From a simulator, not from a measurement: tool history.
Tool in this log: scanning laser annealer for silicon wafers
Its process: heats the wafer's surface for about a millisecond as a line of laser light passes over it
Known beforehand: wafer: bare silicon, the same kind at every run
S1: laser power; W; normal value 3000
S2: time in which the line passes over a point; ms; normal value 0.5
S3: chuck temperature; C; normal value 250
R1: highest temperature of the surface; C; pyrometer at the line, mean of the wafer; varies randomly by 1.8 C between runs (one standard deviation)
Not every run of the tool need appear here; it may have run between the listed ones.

run 1 day=0 | S1=3000 S2=0.5 S3=250 | R1=963
run 2 day=0.304 | S1=3000 S2=0.5 S3=250 | R1=961
run 3 day=0.733 | S1=3000 S2=0.5 S3=250 | R1=961
run 4 day=0.988 | S1=3000 S2=0.5 S3=251 | R1=966
-- day=1.238 optics aligned, line set to its width
run 5 day=1.5 | S1=3000 S2=0.5 S3=251 | R1=961
run 6 day=1.754 | S1=3000 S2=0.5 S3=251 | R1=962
run 7 day=2.088 | S1=3000 S2=0.5 S3=251 | R1=957
run 8 day=2.408 | S1=3000 S2=0.5 S3=251 | R1=960
run 9 day=2.771 | S1=3208 S2=0.375 S3=251 | R1=908
run 10 day=3.212 | S1=2929 S2=0.5 S3=281 | R1=972
run 11 day=3.675 | S1=3000 S2=0.5 S3=281 | R1=987
-- day=4.017 optics aligned, line set to its width, once more
run 12 day=4.117 | S1=3000 S2=0.5 S3=271 | R1=999

3 options for the next run, each taken on its own from the tool as it stands now. Forecast them:
run A day=4.329 | S1=3213 S2=0.431 S3=278 | R1=?
run B day=4.329 | S1=3224 S2=0.35 S3=235 | R1=?
run C day=4.329 | S1=2845 S2=0.477 S3=229 | R1=?

run=A R1=1004
run=B R1=890
run=C R1=897
With the hidden condition removed and each run's random variation left untouched, the same runs would have given:
run=A R1=1032
run=B R1=915
run=C R1=923
